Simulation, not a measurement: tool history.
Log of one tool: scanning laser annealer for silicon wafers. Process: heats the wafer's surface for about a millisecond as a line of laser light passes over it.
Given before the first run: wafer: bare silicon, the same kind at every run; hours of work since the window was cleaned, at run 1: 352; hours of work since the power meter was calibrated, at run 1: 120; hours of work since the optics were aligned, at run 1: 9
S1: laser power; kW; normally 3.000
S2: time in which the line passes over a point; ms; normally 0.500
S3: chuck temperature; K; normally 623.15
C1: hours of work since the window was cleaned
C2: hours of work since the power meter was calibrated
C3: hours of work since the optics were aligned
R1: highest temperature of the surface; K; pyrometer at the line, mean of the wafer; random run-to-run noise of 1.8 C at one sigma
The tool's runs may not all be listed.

run	day	S1	S2	S3	C1	C2	C3	R1
1	0.000	3.000	0.500	623.15	352	120	9	1312.15
2	0.221	3.000	0.463	623.15	355	123	11	1290.15
3	0.542	2.926	0.463	623.15	359	126	15	1273.15
4	0.754	3.000	0.450	623.15	362	129	18	1282.15
5	1.004	3.000	0.450	623.15	365	132	21	1282.15
6	1.188	3.166	0.500	623.15	367	134	23	1355.15
7	1.504	3.152	0.500	623.15	371	138	27	1349.15
8	1.725	3.152	0.500	623.15	373	141	30	1351.15
9	2.029	2.573	0.500	623.15	377	144	33	1208.15
10	2.225	2.573	0.500	623.15	379	147	36	1208.15
11	2.404	2.573	0.500	623.15	381	149	38	1209.15
12	2.750	2.573	0.500	623.15	386	153	42	1205.15
13	3.050	2.573	0.500	623.15	389	157	46	1210.15
14	3.317	2.573	0.500	623.15	393	160	49	1205.15
15	3.688	2.573	0.500	623.15	397	165	53	1208.15
16	3.967	3.000	0.500	606.15	400	168	57	1292.15
17	4.321	3.000	0.500	606.15	405	172	61	1294.15
18	4.588	3.000	0.500	606.15	408	175	64	1294.15
19	4.788	3.000	0.500	606.15	410	178	67	1293.15
20	4.971	3.000	0.500	623.15	413	180	69	1311.15
21	5.175	3.252	0.500	623.15	415	183	71	1373.15
22	5.396	3.252	0.500	623.15	418	185	74	1371.15

Forecast run 23:
23	5.633	2.735	0.500	623.15	421	188	77	?

R1: 1244.15 K
Take away the tool's hidden state, keep the run-to-run variation as it was, and the same run would have given R1 1277.15 K.
